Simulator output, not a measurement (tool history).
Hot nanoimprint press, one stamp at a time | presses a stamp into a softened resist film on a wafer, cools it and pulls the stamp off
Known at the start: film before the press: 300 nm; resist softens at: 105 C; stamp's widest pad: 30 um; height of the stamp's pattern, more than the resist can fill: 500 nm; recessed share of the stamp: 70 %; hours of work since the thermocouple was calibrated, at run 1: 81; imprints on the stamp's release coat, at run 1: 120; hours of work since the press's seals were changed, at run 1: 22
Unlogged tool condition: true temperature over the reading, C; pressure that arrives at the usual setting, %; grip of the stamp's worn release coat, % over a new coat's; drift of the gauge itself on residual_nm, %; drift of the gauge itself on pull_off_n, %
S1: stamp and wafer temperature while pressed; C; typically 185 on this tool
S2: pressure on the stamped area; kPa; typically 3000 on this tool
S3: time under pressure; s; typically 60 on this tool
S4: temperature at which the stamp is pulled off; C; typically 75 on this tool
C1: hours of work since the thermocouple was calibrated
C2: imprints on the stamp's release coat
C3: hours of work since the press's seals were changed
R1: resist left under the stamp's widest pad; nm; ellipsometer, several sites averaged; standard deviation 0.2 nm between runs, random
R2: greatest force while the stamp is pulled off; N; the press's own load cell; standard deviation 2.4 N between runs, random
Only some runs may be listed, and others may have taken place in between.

run   hour   S1    S2   S3  S4   C1   C2   C3     R1   R2
  1    0.0  185  3000   60  75   81  120   22  111.4  212
  2    7.0  185  3000   60  75   85  139   26  111.9  211
  3   20.6  185  3000   60  75   92  177   33  111.8  211
  4   36.0  185  3000   60  75  100  220   41  111.9  212
  5   48.2  185  3000   55  75  106  254   47  115.3  213
  6   55.9  185  3000   55  75  110  275   51  115.0  213
  7   63.7  185  3000   55  75  114  297   55  115.3  215
  8   76.8  185  3000   55  75  120  333   62  115.0  210
  9   84.3  185  3000   55  75  124  354   65  115.2  213
 10  100.1  185  3000   55  75  132  398   74  115.4  213
 11  108.2  185  3000   55  75  137  420   78  115.3  213
 12  120.5  185  4430  101  82  143  454   84   73.3  202
 13  130.8  185  4430  101  82  148  483   89   73.4  206
 14  143.4  185  4430  101  82  155  518   96   73.6  204
 15  151.6  185  4430  101  82  159  541  100   73.5  206
 16  160.6  174  2180   72  62  164  566  105  176.3  235
 17  172.5  174  2180   72  62  170  599  111  175.9  236
 18  184.4  174  2180   72  62  176  632  117  175.6  229
 19  197.0  174  2180   72  62  182  667  123  176.0  236
 20  209.6  186  4590   51  75  189  702  130   90.2  209
 21  222.6  185  4470   40  75  195  738  136  103.5  214

Here are 5 independent what-if runs from the current tool condition. What would each one return?
  A  236.1  185  2580  94  75  202  776  143   ?   ?
  B  236.1  185  4470  44  75  202  776  143   ?   ?
  C  236.1  181  4470  66  75  202  776  143   ?   ?
  D  236.1  181  4120  60  75  202  776  143   ?   ?
  E  236.1  180  3030  40  62  202  776  143   ?   ?

run     R1   R2
  A  102.8  214
  B  100.3  214
  C   98.8  221
  D  107.1  216
  E  150.1  234
Without the tool's unlogged condition, the same runs would have read:
run     R1   R2
  A  102.9  213
  B  100.4  213
  C   98.8  220
  D  107.1  215
  E  150.1  233
